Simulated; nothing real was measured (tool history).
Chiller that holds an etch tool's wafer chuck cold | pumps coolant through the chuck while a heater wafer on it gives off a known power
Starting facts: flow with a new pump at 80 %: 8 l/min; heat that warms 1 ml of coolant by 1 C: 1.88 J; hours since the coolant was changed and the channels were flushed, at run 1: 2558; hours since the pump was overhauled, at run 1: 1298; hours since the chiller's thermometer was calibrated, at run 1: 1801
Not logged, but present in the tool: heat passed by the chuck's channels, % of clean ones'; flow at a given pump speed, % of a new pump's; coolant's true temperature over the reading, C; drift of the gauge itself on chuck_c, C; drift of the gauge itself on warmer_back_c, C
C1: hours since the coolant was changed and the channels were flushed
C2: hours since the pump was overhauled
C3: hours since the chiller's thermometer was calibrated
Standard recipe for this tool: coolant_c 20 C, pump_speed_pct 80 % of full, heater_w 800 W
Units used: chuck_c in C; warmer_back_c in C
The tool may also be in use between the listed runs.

{"run": 1, "hour": 0.0, "coolant_c": 20, "pump_speed_pct": 80, "heater_w": 800, "C1": 2558, "C2": 1298, "C3": 1801, "chuck_c": 26.74, "warmer_back_c": 3.15}
{"run": 2, "hour": 77.4, "coolant_c": 20, "pump_speed_pct": 70, "heater_w": 800, "C1": 2636, "C2": 1375, "C3": 1879, "chuck_c": 27.6, "warmer_back_c": 3.71}
{"run": 3, "hour": 170.2, "coolant_c": 20, "pump_speed_pct": 70, "heater_w": 800, "C1": 2728, "C2": 1468, "C3": 1971, "chuck_c": 27.73, "warmer_back_c": 3.64}
{"hour": 214.7, "done": "chiller's thermometer calibrated"}
{"run": 4, "hour": 273.7, "coolant_c": 20, "pump_speed_pct": 70, "heater_w": 800, "C1": 2831, "C2": 1570, "C3": 59, "chuck_c": 27.69, "warmer_back_c": 3.78}
{"run": 5, "hour": 322.3, "coolant_c": 20, "pump_speed_pct": 70, "heater_w": 800, "C1": 2880, "C2": 1619, "C3": 108, "chuck_c": 27.57, "warmer_back_c": 3.79}
{"run": 6, "hour": 375.0, "coolant_c": 20, "pump_speed_pct": 70, "heater_w": 800, "C1": 2932, "C2": 1672, "C3": 160, "chuck_c": 27.63, "warmer_back_c": 3.75}
{"run": 7, "hour": 491.5, "coolant_c": 20, "pump_speed_pct": 70, "heater_w": 800, "C1": 3049, "C2": 1788, "C3": 277, "chuck_c": 27.49, "warmer_back_c": 3.8}
{"run": 8, "hour": 565.7, "coolant_c": 20, "pump_speed_pct": 70, "heater_w": 800, "C1": 3123, "C2": 1862, "C3": 351, "chuck_c": 27.56, "warmer_back_c": 3.73}
{"run": 9, "hour": 662.2, "coolant_c": 20, "pump_speed_pct": 80, "heater_w": 800, "C1": 3219, "C2": 1959, "C3": 447, "chuck_c": 26.65, "warmer_back_c": 3.35}
{"run": 10, "hour": 759.1, "coolant_c": 20, "pump_speed_pct": 80, "heater_w": 800, "C1": 3316, "C2": 2056, "C3": 544, "chuck_c": 26.64, "warmer_back_c": 3.3}
{"run": 11, "hour": 832.1, "coolant_c": 20, "pump_speed_pct": 80, "heater_w": 800, "C1": 3389, "C2": 2129, "C3": 617, "chuck_c": 26.55, "warmer_back_c": 3.31}
{"run": 12, "hour": 885.4, "coolant_c": 20, "pump_speed_pct": 80, "heater_w": 800, "C1": 3443, "C2": 2182, "C3": 671, "chuck_c": 26.88, "warmer_back_c": 3.32}
{"run": 13, "hour": 983.5, "coolant_c": 20, "pump_speed_pct": 80, "heater_w": 800, "C1": 3541, "C2": 2280, "C3": 769, "chuck_c": 26.87, "warmer_back_c": 3.34}
{"run": 14, "hour": 1081.7, "coolant_c": 20, "pump_speed_pct": 80, "heater_w": 800, "C1": 3639, "C2": 2378, "C3": 867, "chuck_c": 26.92, "warmer_back_c": 3.31}
{"run": 15, "hour": 1185.3, "coolant_c": 20, "pump_speed_pct": 90, "heater_w": 800, "C1": 3742, "C2": 2482, "C3": 971, "chuck_c": 26, "warmer_back_c": 2.98}
{"run": 16, "hour": 1285.9, "coolant_c": 20, "pump_speed_pct": 90, "heater_w": 800, "C1": 3843, "C2": 2583, "C3": 1071, "chuck_c": 26.19, "warmer_back_c": 2.99}
{"run": 17, "hour": 1350.1, "coolant_c": 20, "pump_speed_pct": 90, "heater_w": 613, "C1": 3907, "C2": 2647, "C3": 1135, "chuck_c": 24.71, "warmer_back_c": 2.38}
{"run": 18, "hour": 1466.2, "coolant_c": 18, "pump_speed_pct": 91, "heater_w": 416, "C1": 4023, "C2": 2763, "C3": 1251, "chuck_c": 21.08, "warmer_back_c": 1.68}
{"run": 19, "hour": 1547.6, "coolant_c": 18, "pump_speed_pct": 91, "heater_w": 416, "C1": 4105, "C2": 2844, "C3": 1333, "chuck_c": 20.99, "warmer_back_c": 1.68}
{"run": 20, "hour": 1638.4, "coolant_c": 18, "pump_speed_pct": 91, "heater_w": 416, "C1": 4196, "C2": 2935, "C3": 1424, "chuck_c": 21.11, "warmer_back_c": 1.65}
{"run": 21, "hour": 1753.8, "coolant_c": 10, "pump_speed_pct": 91, "heater_w": 1159, "C1": 4311, "C2": 3050, "C3": 1539, "chuck_c": 18.56, "warmer_back_c": 4.3}
{"run": 22, "hour": 1832.7, "coolant_c": 10, "pump_speed_pct": 91, "heater_w": 1159, "C1": 4390, "C2": 3129, "C3": 1618, "chuck_c": 18.47, "warmer_back_c": 4.27}
{"run": 23, "hour": 1944.2, "coolant_c": 20, "pump_speed_pct": 83, "heater_w": 800, "C1": 4501, "C2": 3241, "C3": 1729, "chuck_c": 26.32, "warmer_back_c": 3.37}
{"run": 24, "hour": 2040.6, "coolant_c": 20, "pump_speed_pct": 83, "heater_w": 800, "C1": 4598, "C2": 3337, "C3": 1826, "chuck_c": 26.57, "warmer_back_c": 3.38}
{"run": 25, "hour": 2119.4, "coolant_c": 20, "pump_speed_pct": 80, "heater_w": 526, "C1": 4677, "C2": 3416, "C3": 1905, "chuck_c": 24.41, "warmer_back_c": 2.43}
{"run": 26, "hour": 2211.9, "coolant_c": 20, "pump_speed_pct": 63, "heater_w": 761, "C1": 4769, "C2": 3509, "C3": 1997, "chuck_c": 27.99, "warmer_back_c": 4.27}
{"hour": 2227.3, "done": "chiller's thermometer calibrated"}
{"run": 27, "hour": 2328.4, "coolant_c": 20, "pump_speed_pct": 63, "heater_w": 761, "C1": 4885, "C2": 3624, "C3": 101, "chuck_c": 28.19, "warmer_back_c": 4.22}
{"run": 28, "hour": 2423.2, "coolant_c": 20, "pump_speed_pct": 72, "heater_w": 800, "C1": 4979, "C2": 3719, "C3": 196, "chuck_c": 27.48, "warmer_back_c": 3.91}
{"run": 29, "hour": 2490.5, "coolant_c": 20, "pump_speed_pct": 71, "heater_w": 802, "C1": 5047, "C2": 3786, "C3": 263, "chuck_c": 27.63, "warmer_back_c": 3.99}
{"run": 30, "hour": 2598.2, "coolant_c": 12, "pump_speed_pct": 67, "heater_w": 1105, "C1": 5154, "C2": 3894, "C3": 371, "chuck_c": 23.04, "warmer_back_c": 5.66}
{"hour": 2674.3, "done": "coolant changed, channels flushed"}
{"run": 31, "hour": 2701.9, "coolant_c": 13, "pump_speed_pct": 71, "heater_w": 1199, "C1": 28, "C2": 3992, "C3": 469, "chuck_c": 24.38, "warmer_back_c": 5.84}
{"run": 32, "hour": 2786.9, "coolant_c": 14, "pump_speed_pct": 82, "heater_w": 800, "C1": 113, "C2": 4077, "C3": 554, "chuck_c": 20.72, "warmer_back_c": 3.54}

Branching from run 32: 3 alternative next runs. What would each branch give?
{"run": "A", "hour": 2854.5, "coolant_c": 14, "pump_speed_pct": 90, "heater_w": 800, "C1": 180, "C2": 4144, "C3": 621, "chuck_c": "?", "warmer_back_c": "?"}
{"run": "B", "hour": 2854.5, "coolant_c": 20, "pump_speed_pct": 97, "heater_w": 800, "C1": 180, "C2": 4144, "C3": 621, "chuck_c": "?", "warmer_back_c": "?"}
{"run": "C", "hour": 2854.5, "coolant_c": 30, "pump_speed_pct": 80, "heater_w": 511, "C1": 180, "C2": 4144, "C3": 621, "chuck_c": "?", "warmer_back_c": "?"}

run=A chuck_c=19.86 warmer_back_c=3.31
run=B chuck_c=25.68 warmer_back_c=2.99
run=C chuck_c=34.19 warmer_back_c=2.47
With no hidden state in the tool, these same runs would have given:
run=A chuck_c=19.84 warmer_back_c=2.88
run=B chuck_c=25.67 warmer_back_c=2.56
run=C chuck_c=34.18 warmer_back_c=2.04
